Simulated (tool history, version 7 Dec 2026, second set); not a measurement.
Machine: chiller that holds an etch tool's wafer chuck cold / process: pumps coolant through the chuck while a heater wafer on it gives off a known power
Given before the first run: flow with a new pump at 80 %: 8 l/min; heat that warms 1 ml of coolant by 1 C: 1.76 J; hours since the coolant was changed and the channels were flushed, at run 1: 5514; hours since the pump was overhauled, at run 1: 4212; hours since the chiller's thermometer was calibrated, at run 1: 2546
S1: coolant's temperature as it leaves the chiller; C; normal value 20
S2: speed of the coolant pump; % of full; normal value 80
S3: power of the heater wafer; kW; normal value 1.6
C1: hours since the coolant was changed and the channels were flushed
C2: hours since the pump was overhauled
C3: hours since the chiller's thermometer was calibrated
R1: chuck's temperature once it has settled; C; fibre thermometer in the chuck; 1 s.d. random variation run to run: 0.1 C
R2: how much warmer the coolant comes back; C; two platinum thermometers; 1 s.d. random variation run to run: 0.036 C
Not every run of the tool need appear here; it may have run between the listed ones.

Run 1, hour 0: usual settings; C1 5514; C2 4212; C3 2546. Result: R1 32.9 C, R2 6.81 C.
Run 2, hour 99.8: usual settings; C1 5613; C2 4312; C3 2646. Result: R1 32.9 C, R2 6.78 C.
Run 3, hour 169.2: usual settings; C1 5683; C2 4382; C3 2716. Result: R1 32.8 C, R2 6.84 C.
At hour 241.6: coolant changed, channels flushed.
Run 4, hour 258.2: usual settings but S3 0.876 kW; C1 17; C2 4465; C3 2799. Result: R1 27.1 C, R2 3.76 C.
Run 5, hour 342: usual settings but S3 0.876 kW; C1 100; C2 4548; C3 2882. Result: R1 27.1 C, R2 3.63 C.
At hour 377.4: chiller's thermometer calibrated.
Run 6, hour 448.1: usual settings; C1 206; C2 4653; C3 71. Result: R1 32.7 C, R2 6.82 C.
Run 7, hour 540.5: usual settings but S1 28 C; C1 298; C2 4746; C3 163. Result: R1 40.9 C, R2 6.79 C.
Run 8, hour 628: usual settings but S1 28 C; C1 385; C2 4833; C3 251. Result: R1 40.8 C, R2 6.75 C.
Run 9, hour 684.2: usual settings but S1 28 C; C1 442; C2 4890; C3 307. Result: R1 41 C, R2 6.77 C.
Run 10, hour 735.7: usual settings but S1 28 C; C1 493; C2 4941; C3 358. Result: R1 41.1 C, R2 6.73 C.
Run 11, hour 834.8: usual settings; C1 592; C2 5040; C3 457. Result: R1 32.9 C, R2 6.72 C.
Run 12, hour 908.8: usual settings but S2 71 % of full; C1 666; C2 5114; C3 531. Result: R1 34.2 C, R2 7.7 C.
Run 13, hour 988.8: usual settings but S2 63 % of full; C1 746; C2 5194; C3 611. Result: R1 35.4 C, R2 8.76 C.
Run 14, hour 1036.2: usual settings but S1 14 C, S3 1.119 kW; C1 794; C2 5242; C3 659. Result: R1 23 C, R2 4.64 C.
Run 15, hour 1083.1: usual settings but S1 14 C, S3 1.119 kW; C1 841; C2 5289; C3 706. Result: R1 23 C, R2 4.6 C.
Run 16, hour 1165.4: usual settings but S1 29 C, S3 1.304 kW; C1 923; C2 5371; C3 788. Result: R1 39.4 C, R2 5.48 C.
Run 17, hour 1248.7: usual settings but S1 29 C, S3 1.304 kW; C1 1006; C2 5454; C3 871. Result: R1 39.9 C, R2 5.45 C.
Run 18, hour 1330.9: usual settings but S1 17 C, S2 90 % of full, S3 1.304 kW; C1 1088; C2 5536; C3 954. Result: R1 26.5 C, R2 4.78 C.
Run 19, hour 1395: usual settings but S1 17 C, S2 90 % of full, S3 1.304 kW; C1 1152; C2 5600; C3 1018. Result: R1 26.7 C, R2 4.78 C.
Run 20, hour 1492.2: usual settings but S1 17 C, S2 90 % of full, S3 1.304 kW; C1 1250; C2 5698; C3 1115. Result: R1 26.7 C, R2 4.71 C.
Run 21, hour 1593: usual settings but S1 17 C, S2 90 % of full, S3 1.304 kW; C1 1350; C2 5798; C3 1216. Result: R1 26.6 C, R2 4.73 C.
At hour 1631.7: gauge calibrated.
Run 22, hour 1675.7: usual settings but S2 91 % of full, S3 1.261 kW; C1 1433; C2 5881; C3 1298. Result: R1 29.2 C, R2 4.67 C.
Run 23, hour 1733.3: usual settings but S1 16 C, S2 73 % of full, S3 1.496 kW; C1 1491; C2 5939; C3 1356. Result: R1 29 C, R2 7.05 C.
Run 24, hour 1800.1: usual settings but S1 16 C, S2 73 % of full, S3 1.496 kW; C1 1558; C2 6006; C3 1423. Result: R1 29 C, R2 7 C.
Run 25, hour 1892.9: usual settings but S1 16 C, S2 62 % of full, S3 1.496 kW; C1 1650; C2 6098; C3 1516. Result: R1 30.7 C, R2 8.33 C.

3 ways to go on from here, each from the tool as it stands after run 25. What would each give?
Run A, hour 1993.9: usual settings but S1 13 C, S2 84 % of full, S3 1.073 kW; C1 1751; C2 6199; C3 1617. Result: R1 ?, R2 ?.
Run B, hour 1993.9: usual settings but S3 1.72 kW; C1 1751; C2 6199; C3 1617. Result: R1 ?, R2 ?.
Run C, hour 1993.9: usual settings but S1 22 C, S2 62 % of full, S3 1.625 kW; C1 1751; C2 6199; C3 1617. Result: R1 ?, R2 ?.

run    R1    R2
  A  21.4  4.31
  B  33.9  7.28
  C  38.1  9.02
Without the tool's hidden state the same runs would have given:
run    R1    R2
  A  21.4  4.35
  B  33.9  7.31
  C    38  9.05
